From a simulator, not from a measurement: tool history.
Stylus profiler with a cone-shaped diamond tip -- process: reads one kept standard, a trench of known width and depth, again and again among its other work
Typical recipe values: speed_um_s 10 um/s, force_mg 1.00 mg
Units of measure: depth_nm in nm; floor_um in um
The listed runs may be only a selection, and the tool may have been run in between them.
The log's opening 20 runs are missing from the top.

run,hour,speed_um_s,force_mg,scans with this tip,hours of work since the height scale was calibrated,depth_nm,floor_um
21,2046.1,8,1.33,9431,894,201.98,46.63
22,2176.7,20,0.34,10347,981,201.25,46.49
23,2264.8,8,0.59,10964,1040,201.69,46.49
24,2350.6,8,0.59,11566,1097,201.40,46.43
# hour 2446.3: new tip fitted, height scale calibrated
25,2484.0,5,0.59,265,25,200.59,47.89
26,2628.0,5,0.59,1274,121,200.56,47.77
27,2770.4,3,1.19,2272,215,201.19,47.59
28,2844.7,10,0.94,2793,265,200.80,47.49
29,2957.9,11,0.79,3586,340,200.89,47.39
30,3081.4,11,0.79,4452,422,201.00,47.25
31,3179.3,11,0.79,5138,487,201.19,47.18
32,3258.2,11,0.79,5692,540,201.04,47.08
33,3349.0,12,0.73,6328,600,201.05,47.01
34,3426.6,2,1.32,6872,652,201.58,46.98
35,3547.2,26,2.20,7717,732,201.83,46.82
36,3651.2,5,1.80,8447,801,201.67,46.74
37,3716.3,32,0.61,8903,844,201.31,46.59

Branching from run 37: 5 alternative next runs. What would each branch give?
A,3842.6,3,0.61,9788,928,?,?
B,3842.6,13,0.64,9788,928,?,?
C,3842.6,9,1.47,9788,928,?,?
D,3842.6,23,1.51,9788,928,?,?
E,3842.6,3,1.00,9788,928,?,?

run,depth_nm,floor_um
A,201.30,46.63
B,201.44,46.54
C,201.87,46.71
D,201.70,46.59
E,201.75,46.64
Stripped of hidden state, with their random variation kept, the same runs would have yielded:
run,depth_nm,floor_um
A,200.41,48.01
B,200.55,47.91
C,200.98,48.08
D,200.81,47.97
E,200.86,48.01
